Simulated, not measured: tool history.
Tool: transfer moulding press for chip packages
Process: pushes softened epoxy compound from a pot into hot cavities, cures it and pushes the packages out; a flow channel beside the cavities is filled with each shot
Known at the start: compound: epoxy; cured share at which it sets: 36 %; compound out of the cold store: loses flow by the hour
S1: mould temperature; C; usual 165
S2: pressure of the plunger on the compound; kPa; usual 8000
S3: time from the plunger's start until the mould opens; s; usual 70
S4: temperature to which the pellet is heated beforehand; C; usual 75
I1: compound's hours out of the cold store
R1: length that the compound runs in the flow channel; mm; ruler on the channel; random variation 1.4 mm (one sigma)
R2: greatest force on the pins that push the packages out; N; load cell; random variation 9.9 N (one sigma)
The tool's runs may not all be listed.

run   hour   S1    S2  S3  S4    I1   R1   R2
  1      0  165  8000  70  75  47.8  506  441
      24.2  -- cavities cleaned with cleaning compound and waxed
  2   44.6  165  6900  70  75  11.3  586  465
      52.7  -- plunger's sealing rings changed
      67.3  -- cavities cleaned with cleaning compound and waxed
     110.9  -- cavities cleaned with cleaning compound and waxed
  3  113.4  165  6900  70  75  45.2  480  436
       152  -- cavities cleaned with cleaning compound and waxed
     191.6  -- cavities cleaned with cleaning compound and waxed
  4  191.6  165  8600  70  75    25  599  423
     233.8  -- cavities cleaned with cleaning compound and waxed
  5  257.4  165  7300  70  75  12.2  596  481
     277.8  -- cavities cleaned with cleaning compound and waxed
     319.3  -- cavities cleaned with cleaning compound and waxed
  6  321.3  165  7300  70  75  12.2  594  452
     361.6  -- cavities cleaned with cleaning compound and waxed
  7  368.3  165  8000  56  75  22.8  588  644
     406.5  -- cavities cleaned with cleaning compound and waxed
  8  441.4  165  9570  70  75  44.8  566  452
     447.6  -- cavities cleaned with cleaning compound and waxed
       479  -- plunger's sealing rings changed
     491.3  -- cavities cleaned with cleaning compound and waxed
  9  505.2  165  9610  70  75  25.8  630  442
     531.7  -- cavities cleaned with cleaning compound and waxed
 10  546.1  165  9610  70  75  43.9  567  438
     574.2  -- cavities cleaned with cleaning compound and waxed
     615.6  -- cavities cleaned with cleaning compound and waxed
 11  619.5  165  9610  70  75  40.5  581  440
     656.8  -- cavities cleaned with cleaning compound and waxed
 12  666.6  165  7160  70  75  33.3  523  456
     700.3  -- cavities cleaned with cleaning compound and waxed
       745  -- cavities cleaned with cleaning compound and waxed
 13  746.7  165  7160  70  75  39.2  504  445
     784.9  -- cavities cleaned with cleaning compound and waxed
 14  791.1  165  7160  70  75  27.6  539  452
     825.3  -- cavities cleaned with cleaning compound and waxed
 15  844.8  159  8510  81  75  12.7  652  475

Run 16 comes next. What will it give?
     869.2  -- cavities cleaned with cleaning compound and waxed
 16  891.3  159  8510  81  75  17.9   ?   ?

Run 16 gave R1 632 mm, R2 489 N.
Without the tool's hidden state the same run would have given R1 632 mm, R2 484 N.

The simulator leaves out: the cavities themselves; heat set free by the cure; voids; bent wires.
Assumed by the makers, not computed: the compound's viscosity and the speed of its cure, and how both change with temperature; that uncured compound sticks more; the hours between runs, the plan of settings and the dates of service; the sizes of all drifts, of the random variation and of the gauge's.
